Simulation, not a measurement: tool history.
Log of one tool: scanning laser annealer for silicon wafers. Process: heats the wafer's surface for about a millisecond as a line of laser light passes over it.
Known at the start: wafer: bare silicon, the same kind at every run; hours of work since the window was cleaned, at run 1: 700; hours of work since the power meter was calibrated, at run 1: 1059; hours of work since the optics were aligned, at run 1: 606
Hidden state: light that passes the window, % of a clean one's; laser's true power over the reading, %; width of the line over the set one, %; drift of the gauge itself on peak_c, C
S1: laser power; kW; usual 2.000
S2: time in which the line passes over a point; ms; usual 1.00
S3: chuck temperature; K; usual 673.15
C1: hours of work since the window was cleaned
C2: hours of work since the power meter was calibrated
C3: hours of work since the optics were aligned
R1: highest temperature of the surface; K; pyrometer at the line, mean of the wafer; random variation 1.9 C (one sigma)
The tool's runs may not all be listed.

{"run": 1, "hour": 0.0, "S1": 2.0, "S2": 1.0, "S3": 673.15, "C1": 700, "C2": 1059, "C3": 606, "R1": 1393.15}
{"hour": 23.8, "done": "window over the wafer cleaned"}
{"run": 2, "hour": 72.1, "S1": 2.0, "S2": 1.0, "S3": 673.15, "C1": 34, "C2": 1107, "C3": 654, "R1": 1435.15}
{"run": 3, "hour": 127.0, "S1": 2.0, "S2": 1.0, "S3": 673.15, "C1": 72, "C2": 1145, "C3": 693, "R1": 1435.15}
{"run": 4, "hour": 191.5, "S1": 2.0, "S2": 1.0, "S3": 673.15, "C1": 117, "C2": 1190, "C3": 737, "R1": 1433.15}
{"run": 5, "hour": 234.1, "S1": 2.0, "S2": 1.0, "S3": 673.15, "C1": 146, "C2": 1220, "C3": 767, "R1": 1427.15}
{"run": 6, "hour": 283.7, "S1": 2.0, "S2": 1.0, "S3": 673.15, "C1": 181, "C2": 1254, "C3": 802, "R1": 1428.15}
{"run": 7, "hour": 333.8, "S1": 2.0, "S2": 1.0, "S3": 673.15, "C1": 215, "C2": 1289, "C3": 836, "R1": 1424.15}
{"run": 8, "hour": 367.4, "S1": 2.0, "S2": 1.0, "S3": 673.15, "C1": 239, "C2": 1312, "C3": 860, "R1": 1425.15}
{"run": 9, "hour": 424.1, "S1": 2.0, "S2": 1.0, "S3": 673.15, "C1": 278, "C2": 1352, "C3": 899, "R1": 1420.15}
{"run": 10, "hour": 480.2, "S1": 2.0, "S2": 1.0, "S3": 673.15, "C1": 317, "C2": 1391, "C3": 938, "R1": 1415.15}
{"run": 11, "hour": 543.4, "S1": 2.0, "S2": 1.0, "S3": 664.15, "C1": 361, "C2": 1435, "C3": 982, "R1": 1405.15}
{"run": 12, "hour": 590.3, "S1": 2.0, "S2": 1.0, "S3": 664.15, "C1": 394, "C2": 1467, "C3": 1015, "R1": 1403.15}
{"run": 13, "hour": 631.1, "S1": 2.0, "S2": 0.86, "S3": 664.15, "C1": 422, "C2": 1496, "C3": 1043, "R1": 1339.15}
{"run": 14, "hour": 686.1, "S1": 2.0, "S2": 1.0, "S3": 673.15, "C1": 460, "C2": 1534, "C3": 1081, "R1": 1408.15}
{"run": 15, "hour": 739.0, "S1": 2.0, "S2": 1.0, "S3": 673.15, "C1": 497, "C2": 1571, "C3": 1118, "R1": 1403.15}
{"run": 16, "hour": 779.3, "S1": 2.0, "S2": 0.95, "S3": 673.15, "C1": 525, "C2": 1599, "C3": 1146, "R1": 1378.15}
{"run": 17, "hour": 819.6, "S1": 2.0, "S2": 1.0, "S3": 673.15, "C1": 553, "C2": 1627, "C3": 1174, "R1": 1401.15}
{"run": 18, "hour": 891.9, "S1": 2.0, "S2": 1.0, "S3": 673.15, "C1": 603, "C2": 1677, "C3": 1224, "R1": 1393.15}
{"run": 19, "hour": 925.2, "S1": 2.0, "S2": 1.0, "S3": 673.15, "C1": 627, "C2": 1700, "C3": 1247, "R1": 1392.15}
{"run": 20, "hour": 979.1, "S1": 2.0, "S2": 1.0, "S3": 670.15, "C1": 664, "C2": 1738, "C3": 1285, "R1": 1387.15}
{"run": 21, "hour": 1037.1, "S1": 2.0, "S2": 1.0, "S3": 673.15, "C1": 704, "C2": 1778, "C3": 1325, "R1": 1389.15}
{"hour": 1057.6, "done": "window over the wafer cleaned"}
{"run": 22, "hour": 1075.3, "S1": 2.176, "S2": 1.0, "S3": 673.15, "C1": 12, "C2": 1803, "C3": 1350, "R1": 1509.15}
{"run": 23, "hour": 1106.4, "S1": 2.0, "S2": 0.92, "S3": 673.15, "C1": 34, "C2": 1825, "C3": 1372, "R1": 1392.15}
{"run": 24, "hour": 1136.0, "S1": 2.0, "S2": 0.92, "S3": 673.15, "C1": 54, "C2": 1845, "C3": 1392, "R1": 1388.15}
{"run": 25, "hour": 1187.7, "S1": 2.0, "S2": 0.92, "S3": 673.15, "C1": 90, "C2": 1881, "C3": 1428, "R1": 1391.15}
{"run": 26, "hour": 1241.6, "S1": 1.708, "S2": 1.14, "S3": 673.15, "C1": 128, "C2": 1919, "C3": 1466, "R1": 1337.15}
{"run": 27, "hour": 1281.5, "S1": 1.797, "S2": 1.14, "S3": 670.15, "C1": 156, "C2": 1946, "C3": 1494, "R1": 1379.15}
{"run": 28, "hour": 1325.8, "S1": 1.797, "S2": 1.14, "S3": 670.15, "C1": 186, "C2": 1977, "C3": 1524, "R1": 1375.15}
{"run": 29, "hour": 1385.4, "S1": 1.826, "S2": 0.92, "S3": 638.15, "C1": 228, "C2": 2019, "C3": 1566, "R1": 1270.15}
{"run": 30, "hour": 1452.4, "S1": 1.826, "S2": 0.92, "S3": 638.15, "C1": 274, "C2": 2065, "C3": 1612, "R1": 1264.15}
{"run": 31, "hour": 1514.5, "S1": 1.826, "S2": 0.91, "S3": 638.15, "C1": 318, "C2": 2108, "C3": 1656, "R1": 1256.15}
{"run": 32, "hour": 1573.8, "S1": 1.856, "S2": 0.77, "S3": 701.15, "C1": 359, "C2": 2150, "C3": 1697, "R1": 1277.15}
{"run": 33, "hour": 1643.2, "S1": 2.0, "S2": 1.06, "S3": 637.15, "C1": 407, "C2": 2198, "C3": 1745, "R1": 1391.15}
{"run": 34, "hour": 1681.3, "S1": 1.949, "S2": 0.8, "S3": 685.15, "C1": 434, "C2": 2224, "C3": 1772, "R1": 1304.15}
{"run": 35, "hour": 1736.5, "S1": 1.923, "S2": 1.0, "S3": 695.15, "C1": 472, "C2": 2263, "C3": 1810, "R1": 1384.15}
{"hour": 1793.1, "done": "optics aligned, line set to its width"}
{"run": 36, "hour": 1804.2, "S1": 1.835, "S2": 1.02, "S3": 674.15, "C1": 515, "C2": 2306, "C3": 8, "R1": 1346.15}
{"run": 37, "hour": 1860.9, "S1": 2.197, "S2": 0.91, "S3": 665.15, "C1": 555, "C2": 2346, "C3": 47, "R1": 1440.15}
{"run": 38, "hour": 1925.3, "S1": 2.0, "S2": 1.0, "S3": 681.15, "C1": 600, "C2": 2390, "C3": 92, "R1": 1411.15}
{"run": 39, "hour": 1954.7, "S1": 1.768, "S2": 0.81, "S3": 669.15, "C1": 620, "C2": 2411, "C3": 112, "R1": 1221.15}
{"run": 40, "hour": 1984.2, "S1": 2.0, "S2": 1.0, "S3": 695.15, "C1": 641, "C2": 2431, "C3": 133, "R1": 1423.15}
{"run": 41, "hour": 2018.0, "S1": 2.0, "S2": 1.12, "S3": 683.15, "C1": 664, "C2": 2455, "C3": 156, "R1": 1456.15}

Hidden state or all else? Some run-to-run changes of R1, split into what the settings, what came in and random variation would give without the hidden state, and what is left for the hidden state (with any gauge scatter that isn't in both results):
Run 1 -> 2: window over the wafer cleaned. R1 +42.00 K: hidden state +45.00, all else -3.00.
Run 21 -> 22: S1 2.000 -> 2.176, window over the wafer cleaned. R1 +120.00 K: hidden state +39.00, all else +81.00.
Run 32 -> 33: S1 1.856 -> 2.000, S2 0.77 -> 1.06, S3 701.15 -> 637.15. R1 +114.00 K: hidden state -16.00, all else +130.00.
Run 38 -> 39: S1 2.000 -> 1.768, S2 1.00 -> 0.81, S3 681.15 -> 669.15. R1 -190.00 K: hidden state +10.00, all else -200.00.
Run 39 -> 40: S1 1.768 -> 2.000, S2 0.81 -> 1.00, S3 669.15 -> 695.15. R1 +202.00 K: hidden state -13.00, all else +215.00.
